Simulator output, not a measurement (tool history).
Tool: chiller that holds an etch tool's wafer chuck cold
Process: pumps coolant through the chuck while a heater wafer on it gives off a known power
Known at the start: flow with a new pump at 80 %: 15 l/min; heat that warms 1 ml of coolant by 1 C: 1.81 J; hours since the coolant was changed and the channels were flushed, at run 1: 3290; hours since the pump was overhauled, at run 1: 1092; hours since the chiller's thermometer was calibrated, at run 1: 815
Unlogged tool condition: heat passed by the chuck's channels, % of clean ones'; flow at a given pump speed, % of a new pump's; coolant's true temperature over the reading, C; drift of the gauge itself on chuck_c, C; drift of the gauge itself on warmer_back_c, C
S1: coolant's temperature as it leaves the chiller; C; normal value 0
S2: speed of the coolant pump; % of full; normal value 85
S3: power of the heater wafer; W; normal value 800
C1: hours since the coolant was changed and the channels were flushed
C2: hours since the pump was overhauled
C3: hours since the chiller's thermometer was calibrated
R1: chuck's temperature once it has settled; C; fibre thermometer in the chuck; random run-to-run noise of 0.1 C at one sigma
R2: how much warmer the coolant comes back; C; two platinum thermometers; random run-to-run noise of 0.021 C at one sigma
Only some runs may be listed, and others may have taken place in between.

run,hour,S1,S2,S3,C1,C2,C3,R1,R2
1,0,0,85,800,3290,1092,815,5.7,1.68
2,95.1,0,85,800,3385,1187,910,5.7,1.66
3,168.9,0,85,800,3459,1261,984,5.5,1.68
4,229.8,0,85,800,3520,1322,1045,5.7,1.67
5,302.5,0,85,800,3592,1395,1117,5.6,1.69
6,346.2,0,75,800,3636,1438,1161,6.4,1.9
7,418.7,0,75,800,3708,1511,1233,6.5,1.89
8,475.9,0,85,800,3766,1568,1291,5.8,1.68
9,527.7,8,85,800,3817,1620,1342,13.6,1.67
10,584.9,8,85,800,3875,1677,1400,13.8,1.64
11,671.9,8,85,800,3962,1764,1487,13.8,1.69
12,754.1,8,85,800,4044,1846,1569,13.7,1.64
13,828.4,8,89,800,4118,1921,1643,13.3,1.54
14,921.1,0,85,469,4211,2013,1736,3.3,0.99
15,1002.1,0,85,469,4292,2094,1817,3.5,1.01
16,1083.1,-3,85,800,4373,2175,1898,2.6,1.68
17,1166.8,-8,80,551,4457,2259,1982,-4,1.22
18,1224.2,9,68,679,4514,2317,2039,15,1.8
19,1269.8,9,61,1144,4560,2362,2085,20.3,3.4
# hour 1341.9: chiller's thermometer calibrated
20,1359.4,1,70,740,4648,2451,17,7.2,1.89
21,1401.6,-10,90,435,4690,2493,60,-7.1,0.85
22,1491.6,-10,90,435,4780,2583,150,-7,0.82
23,1566.7,-9,85,800,4856,2658,225,-3.4,1.67
24,1643.8,-9,85,800,4933,2735,302,-3.3,1.67
25,1685.4,-9,85,800,4974,2777,344,-3.3,1.67
26,1740.1,-7,84,739,5029,2831,398,-1.7,1.53
27,1778.9,6,76,452,5068,2870,437,9.4,1.03
28,1852.3,0,85,456,5141,2944,510,3.2,0.97
29,1925.3,0,85,456,5214,3017,583,3.3,0.95
30,1970.1,9,89,761,5259,3061,628,14,1.5

Branching from run 30: 3 alternative next runs. What would each branch give?
A,2052.3,4,83,449,5341,3144,710,?,?
B,2052.3,3,69,659,5341,3144,710,?,?
C,2052.3,6,65,723,5341,3144,710,?,?

run,R1,R2
A,7.2,0.99
B,8.7,1.72
C,12.7,2
Without the tool's unlogged condition, the same runs would have read:
run,R1,R2
A,7.2,0.99
B,8.7,1.72
C,12.7,1.99

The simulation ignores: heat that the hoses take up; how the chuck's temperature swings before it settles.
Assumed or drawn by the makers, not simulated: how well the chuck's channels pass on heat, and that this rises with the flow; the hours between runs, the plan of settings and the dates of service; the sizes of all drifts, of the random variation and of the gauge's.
